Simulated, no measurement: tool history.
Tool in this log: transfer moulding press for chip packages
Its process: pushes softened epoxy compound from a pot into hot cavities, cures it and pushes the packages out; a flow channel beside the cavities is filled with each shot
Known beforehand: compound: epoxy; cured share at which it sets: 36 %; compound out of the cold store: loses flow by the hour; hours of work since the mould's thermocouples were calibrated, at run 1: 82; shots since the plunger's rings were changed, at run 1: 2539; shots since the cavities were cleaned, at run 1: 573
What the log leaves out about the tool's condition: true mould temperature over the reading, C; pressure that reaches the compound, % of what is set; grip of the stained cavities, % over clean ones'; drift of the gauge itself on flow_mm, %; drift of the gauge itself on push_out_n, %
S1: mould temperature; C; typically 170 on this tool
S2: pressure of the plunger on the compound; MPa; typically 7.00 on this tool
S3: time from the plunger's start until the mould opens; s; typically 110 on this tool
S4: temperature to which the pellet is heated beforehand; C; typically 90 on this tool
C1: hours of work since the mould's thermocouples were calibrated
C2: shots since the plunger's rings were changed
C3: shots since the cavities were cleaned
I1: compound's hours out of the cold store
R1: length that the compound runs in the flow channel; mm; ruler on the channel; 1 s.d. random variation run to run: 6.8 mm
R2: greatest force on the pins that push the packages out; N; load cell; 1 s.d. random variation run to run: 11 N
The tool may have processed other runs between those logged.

run   hour   S1    S2   S3  S4   C1    C2    C3    I1   R1   R2
  1    0.0  170  7.00  110  90   82  2539   573  25.1  711  498
      44.5  -- cavities cleaned with cleaning compound and waxed
  2   44.5  170  7.00  110  90  116  3111     0  32.0  689  468
  3   93.0  172  7.00  110  90  153  3757   646  40.7  652  450
  4  125.3  170  7.00  110  90  178  4187  1076  16.6  745  486
     130.4  -- cavities cleaned with cleaning compound and waxed
  5  170.9  170  7.00  110  90  213  4775   539  44.6  638  452
     185.6  -- plunger's sealing rings changed
     219.0  -- cavities cleaned with cleaning compound and waxed
  6  225.4  170  7.00  110  90  252   510    85  10.4  786  494
  7  279.5  170  7.00  124  90  294  1231   806  19.0  728  430
     309.3  -- cavities cleaned with cleaning compound and waxed
  8  336.6  170  7.00  124  90  337  1971   363  19.7  722  440
  9  361.6  170  7.00  124  90  356  2303   695  20.3  718  437
     397.5  -- cavities cleaned with cleaning compound and waxed
 10  421.6  170  7.00  124  90  402  3082   320  26.5  707  423
     450.6  -- mould's thermocouples calibrated
 11  475.6  170  7.00  124  90   19  3775  1013  15.9  746  438
     488.0  -- cavities cleaned with cleaning compound and waxed
 12  508.3  170  8.06   95  91   44  4191   271  45.4  680  583
 13  541.2  170  6.46  110  84   69  4630   710  32.1  654  474
     569.4  -- plunger's sealing rings changed
     580.3  -- cavities cleaned with cleaning compound and waxed
 14  605.4  170  7.00  110  89  116   460   335  28.9  696  477

What will run 15 give?
 15  664.2  173  7.00  110  90  161  1242  1117  33.3   ?   ?

{"run 15": {"R1": 664, "R2": 416}}
On a tool with no hidden condition, and with the same random variation, this run would have come out at R1 664 mm, R2 407 N.

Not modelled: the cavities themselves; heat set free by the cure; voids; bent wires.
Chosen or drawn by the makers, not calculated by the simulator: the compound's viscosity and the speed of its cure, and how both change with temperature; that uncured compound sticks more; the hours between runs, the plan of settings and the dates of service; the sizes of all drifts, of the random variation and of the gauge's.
